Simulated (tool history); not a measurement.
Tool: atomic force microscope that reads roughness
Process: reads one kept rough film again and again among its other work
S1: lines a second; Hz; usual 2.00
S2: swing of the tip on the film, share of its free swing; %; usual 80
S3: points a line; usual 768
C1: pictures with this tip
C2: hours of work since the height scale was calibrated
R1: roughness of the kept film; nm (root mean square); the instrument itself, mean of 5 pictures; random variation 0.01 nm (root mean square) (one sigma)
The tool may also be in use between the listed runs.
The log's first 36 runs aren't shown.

run 37 hour=889.4 | S1=1.45 S2=67 S3=495 | C1=71 C2=175 | R1=2.214
-- hour=892.7 new tip fitted
run 38 hour=903.2 | S1=1.45 S2=86 S3=444 | C1=22 C2=185 | R1=2.268
run 39 hour=922.7 | S1=0.84 S2=65 S3=334 | C1=62 C2=200 | R1=2.339
-- hour=929.5 new tip fitted
run 40 hour=938.3 | S1=1.24 S2=81 S3=403 | C1=18 C2=212 | R1=2.401
-- hour=966.2 new tip fitted
run 41 hour=971.5 | S1=0.93 S2=81 S3=306 | C1=11 C2=237 | R1=2.520
run 42 hour=997.8 | S1=2.00 S2=68 S3=803 | C1=65 C2=257 | R1=2.197
-- hour=1004.3 new tip fitted
run 43 hour=1018.7 | S1=1.25 S2=68 S3=278 | C1=30 C2=273 | R1=2.457
-- hour=1043.0 new tip fitted
run 44 hour=1049.4 | S1=1.25 S2=68 S3=278 | C1=14 C2=296 | R1=2.579
run 45 hour=1063.7 | S1=2.00 S2=83 S3=272 | C1=43 C2=307 | R1=2.057
-- hour=1079.7 new tip fitted
run 46 hour=1096.6 | S1=2.00 S2=83 S3=272 | C1=34 C2=333 | R1=2.078

Forecast each of these 3 alternatives for the next run:
run A hour=1111.2 | S1=0.58 S2=80 S3=968 | C1=64 C2=344 | R1=?
run B hour=1111.2 | S1=1.29 S2=83 S3=282 | C1=64 C2=344 | R1=?
run C hour=1111.2 | S1=0.95 S2=69 S3=332 | C1=64 C2=344 | R1=?

run=A R1=2.257
run=B R1=2.065
run=C R1=2.253
Without the tool's hidden state the same runs would have given:
run=A R1=2.747
run=B R1=2.516
run=C R1=2.745
